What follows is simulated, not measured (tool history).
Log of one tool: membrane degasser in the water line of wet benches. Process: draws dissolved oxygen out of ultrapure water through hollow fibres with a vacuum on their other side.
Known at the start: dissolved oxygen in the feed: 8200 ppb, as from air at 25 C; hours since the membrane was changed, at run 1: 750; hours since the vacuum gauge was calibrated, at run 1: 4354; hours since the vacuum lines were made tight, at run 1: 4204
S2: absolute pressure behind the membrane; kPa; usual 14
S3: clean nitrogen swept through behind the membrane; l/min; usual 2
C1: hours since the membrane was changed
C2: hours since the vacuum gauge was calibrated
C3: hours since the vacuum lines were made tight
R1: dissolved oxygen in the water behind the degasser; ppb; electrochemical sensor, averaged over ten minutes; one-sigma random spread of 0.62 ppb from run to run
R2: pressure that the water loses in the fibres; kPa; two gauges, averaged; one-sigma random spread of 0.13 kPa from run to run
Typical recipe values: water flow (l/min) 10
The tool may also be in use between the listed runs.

run 1 day=0 | water_flow_(l/min)=10 S2=14 S3=2 | C1=750 C2=4354 C3=4204 | R1=151 R2=41.52
run 2 day=2.562 | water_flow_(l/min)=10 S2=13.5 S3=2 | C1=812 C2=4415 C3=4266 | R1=145.7 R2=41.33
run 3 day=7.438 | water_flow_(l/min)=10 S2=13.5 S3=2 | C1=929 C2=4532 C3=4383 | R1=146.8 R2=41.63
run 4 day=11.438 | water_flow_(l/min)=8 S2=14 S3=2 | C1=1025 C2=4628 C3=4479 | R1=112.2 R2=33.29
run 5 day=14.654 | water_flow_(l/min)=8 S2=14 S3=2 | C1=1102 C2=4705 C3=4556 | R1=112.9 R2=33.52
run 6 day=18.012 | water_flow_(l/min)=8 S2=14 S3=2 | C1=1183 C2=4786 C3=4637 | R1=112.8 R2=33.06
run 7 day=20.179 | water_flow_(l/min)=8 S2=14 S3=2 | C1=1235 C2=4838 C3=4689 | R1=113.4 R2=33.3
run 8 day=24.062 | water_flow_(l/min)=8 S2=14 S3=2 | C1=1328 C2=4931 C3=4782 | R1=112.2 R2=32.99
run 9 day=26.6 | water_flow_(l/min)=9 S2=12.3 S3=2 | C1=1389 C2=4992 C3=4843 | R1=113.5 R2=37.49
-- day=29.879 vacuum gauge calibrated
run 10 day=30.608 | water_flow_(l/min)=9 S2=12.3 S3=2 | C1=1484 C2=17 C3=4938 | R1=113.1 R2=37.57
run 11 day=33.988 | water_flow_(l/min)=6 S2=21.1 S3=2 | C1=1566 C2=99 C3=5020 | R1=135 R2=24.96
run 12 day=37.512 | water_flow_(l/min)=10 S2=21.7 S3=2.65 | C1=1650 C2=183 C3=5104 | R1=192.5 R2=41.41
run 13 day=40.325 | water_flow_(l/min)=10 S2=18.7 S3=1.25 | C1=1718 C2=251 C3=5172 | R1=314.3 R2=41.33
run 14 day=43.721 | water_flow_(l/min)=10 S2=23 S3=1.68 | C1=1799 C2=332 C3=5253 | R1=302 R2=41.39
-- day=46.617 seals of the vacuum lines changed
run 15 day=47.267 | water_flow_(l/min)=10 S2=23 S3=1.68 | C1=1882 C2=415 C3=16 | R1=303.4 R2=41.57
run 16 day=49.371 | water_flow_(l/min)=10 S2=23 S3=1.68 | C1=1933 C2=466 C3=66 | R1=304.2 R2=41.53

Take each entry between the runs: how does the hidden state at the last listed run before it differ from the hidden state at the first listed run after it?
Run 9 -> run 10: vacuum gauge calibrated (day 29.879)
  drift of the gauge itself on oxygen_ppb, %: 1.14 -> 1.31
  the result without the hidden state subtracted from the measured one, R1: +1.3 -> +1.5 ppb
Run 14 -> run 15: seals of the vacuum lines changed (day 46.617)
  air that leaks in behind the membrane, l/min: 0.0021 -> 0.002; drift of the gauge itself on oxygen_ppb, %: 1.87 -> 2.02
  the result without the hidden state subtracted from the measured one, R1: +5.7 -> +6 ppb
